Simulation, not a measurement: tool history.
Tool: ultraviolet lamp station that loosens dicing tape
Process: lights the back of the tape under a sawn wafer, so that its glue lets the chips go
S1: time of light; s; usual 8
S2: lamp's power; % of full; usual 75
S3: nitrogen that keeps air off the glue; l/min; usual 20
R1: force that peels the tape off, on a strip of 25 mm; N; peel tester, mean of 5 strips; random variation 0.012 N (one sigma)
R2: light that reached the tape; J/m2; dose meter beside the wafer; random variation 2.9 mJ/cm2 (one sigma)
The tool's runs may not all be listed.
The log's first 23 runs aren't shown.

run    hour  S1  S2  S3     R1    R2
 24  1226.3   6  82  20  0.938  2670
 25  1266.3   6  82  20  0.993  2630
     1343.1  -- window cleaned of glue's vapour
 26  1343.1   6  82  20  0.843  2920
 27  1402.6   5  61  11   1.73  1850
 28  1455.6   8  82  10  0.805  3880
 29  1493.5   8  70  20  0.745  3250
 30    1560   8  73  26   0.64  3420
 31  1597.6  14  65  14  0.463  5270
 32  1657.5  14  65  14  0.464  5240
 33  1726.4  16  95  20  0.244  8560
 34  1771.3   8  75   6  1.193  3310
 35  1842.2   4  75   6  2.107  1680
 36  1911.7   8  80  20  0.693  3460
 37  1989.4   8  69  20  0.881  2970
 38  2057.4   5  75  20  1.328  2000
 39  2102.6   5  65  20  1.558  1690
 40  2152.7  10  74   9  0.892  3800
 41  2204.4  12  74   7  0.806  4540
 42  2248.6  12  74   7  0.777  4520

3 ways to go on from here, each from the tool as it stands after run 42. What would each give?
  A  2282.3   9  92  33   ?   ?
  B  2282.3  13  82  20   ?   ?
  C  2282.3   4  73   7   ?   ?

run     R1    R2
  A  0.455  4150
  B   0.38  5380
  C  2.086  1490
Without the tool's hidden state the same runs would have given:
run     R1    R2
  A  0.305  5820
  B  0.266  7530
  C  1.695  2080
